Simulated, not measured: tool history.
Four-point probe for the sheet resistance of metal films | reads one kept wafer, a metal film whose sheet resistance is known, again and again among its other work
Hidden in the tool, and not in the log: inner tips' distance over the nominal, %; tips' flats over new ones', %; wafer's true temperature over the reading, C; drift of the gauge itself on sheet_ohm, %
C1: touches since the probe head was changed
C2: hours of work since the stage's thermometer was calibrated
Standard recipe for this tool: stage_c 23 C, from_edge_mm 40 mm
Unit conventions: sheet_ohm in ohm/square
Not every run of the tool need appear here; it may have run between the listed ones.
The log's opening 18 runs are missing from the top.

{"run": 19, "day": 33.354, "stage_c": 23, "from_edge_mm": 40, "C1": 85600, "C2": 2366, "sheet_ohm": 0.697569}
{"run": 20, "day": 35.917, "stage_c": 31, "from_edge_mm": 40, "C1": 87089, "C2": 2397, "sheet_ohm": 0.691223}
{"day": 36.071, "done": "stage's thermometer calibrated"}
{"run": 21, "day": 37.779, "stage_c": 34, "from_edge_mm": 40, "C1": 88159, "C2": 21, "sheet_ohm": 0.689928}
{"run": 22, "day": 39.054, "stage_c": 34, "from_edge_mm": 40, "C1": 88900, "C2": 37, "sheet_ohm": 0.689912}
{"run": 23, "day": 41.308, "stage_c": 34, "from_edge_mm": 40, "C1": 90210, "C2": 64, "sheet_ohm": 0.69001}
{"run": 24, "day": 43.771, "stage_c": 33, "from_edge_mm": 75, "C1": 91642, "C2": 95, "sheet_ohm": 0.69056}
{"run": 25, "day": 45.775, "stage_c": 27, "from_edge_mm": 8, "C1": 92806, "C2": 119, "sheet_ohm": 0.704147}
{"run": 26, "day": 47.325, "stage_c": 21, "from_edge_mm": 21, "C1": 93706, "C2": 138, "sheet_ohm": 0.701489}
{"run": 27, "day": 49.279, "stage_c": 19, "from_edge_mm": 4, "C1": 94841, "C2": 162, "sheet_ohm": 0.737759}
{"run": 28, "day": 51.304, "stage_c": 25, "from_edge_mm": 38, "C1": 96018, "C2": 187, "sheet_ohm": 0.697234}
{"run": 29, "day": 52.588, "stage_c": 19, "from_edge_mm": 8, "C1": 96766, "C2": 203, "sheet_ohm": 0.711347}
{"day": 53.067, "done": "stage's thermometer calibrated, once more"}
{"run": 30, "day": 55.312, "stage_c": 18, "from_edge_mm": 67, "C1": 98337, "C2": 28, "sheet_ohm": 0.700466}
{"run": 31, "day": 57.138, "stage_c": 20, "from_edge_mm": 67, "C1": 99398, "C2": 50, "sheet_ohm": 0.698916}
{"run": 32, "day": 59.15, "stage_c": 31, "from_edge_mm": 54, "C1": 100567, "C2": 75, "sheet_ohm": 0.689881}
{"run": 33, "day": 61.038, "stage_c": 23, "from_edge_mm": 9, "C1": 101664, "C2": 98, "sheet_ohm": 0.703616}
{"run": 34, "day": 63.712, "stage_c": 23, "from_edge_mm": 9, "C1": 103220, "C2": 131, "sheet_ohm": 0.704097}
{"run": 35, "day": 65.333, "stage_c": 23, "from_edge_mm": 9, "C1": 104162, "C2": 151, "sheet_ohm": 0.703803}
{"run": 36, "day": 67.712, "stage_c": 23, "from_edge_mm": 9, "C1": 105545, "C2": 180, "sheet_ohm": 0.703548}
{"run": 37, "day": 69.662, "stage_c": 26, "from_edge_mm": 9, "C1": 106678, "C2": 204, "sheet_ohm": 0.701252}
{"run": 38, "day": 71.492, "stage_c": 29, "from_edge_mm": 27, "C1": 107740, "C2": 226, "sheet_ohm": 0.692394}
{"run": 39, "day": 73.275, "stage_c": 22, "from_edge_mm": 15, "C1": 108776, "C2": 248, "sheet_ohm": 0.700002}
{"run": 40, "day": 75.804, "stage_c": 22, "from_edge_mm": 15, "C1": 110247, "C2": 279, "sheet_ohm": 0.700077}
{"run": 41, "day": 78.233, "stage_c": 22, "from_edge_mm": 15, "C1": 111658, "C2": 309, "sheet_ohm": 0.700107}
{"run": 42, "day": 79.421, "stage_c": 21, "from_edge_mm": 45, "C1": 112347, "C2": 324, "sheet_ohm": 0.698645}

What if the next run were any one of these 3? Each begins from the tool's condition after run 42:
{"run": "A", "day": 81.633, "stage_c": 20, "from_edge_mm": 45, "C1": 113635, "C2": 351, "sheet_ohm": "?"}
{"run": "B", "day": 81.633, "stage_c": 30, "from_edge_mm": 44, "C1": 113635, "C2": 351, "sheet_ohm": "?"}
{"run": "C", "day": 81.633, "stage_c": 27, "from_edge_mm": 29, "C1": 113635, "C2": 351, "sheet_ohm": "?"}

run=A sheet_ohm=0.699597
run=B sheet_ohm=0.691227
run=C sheet_ohm=0.694159
Without the tool's hidden state the same runs would have given:
run=A sheet_ohm=0.695607
run=B sheet_ohm=0.687288
run=C sheet_ohm=0.690202
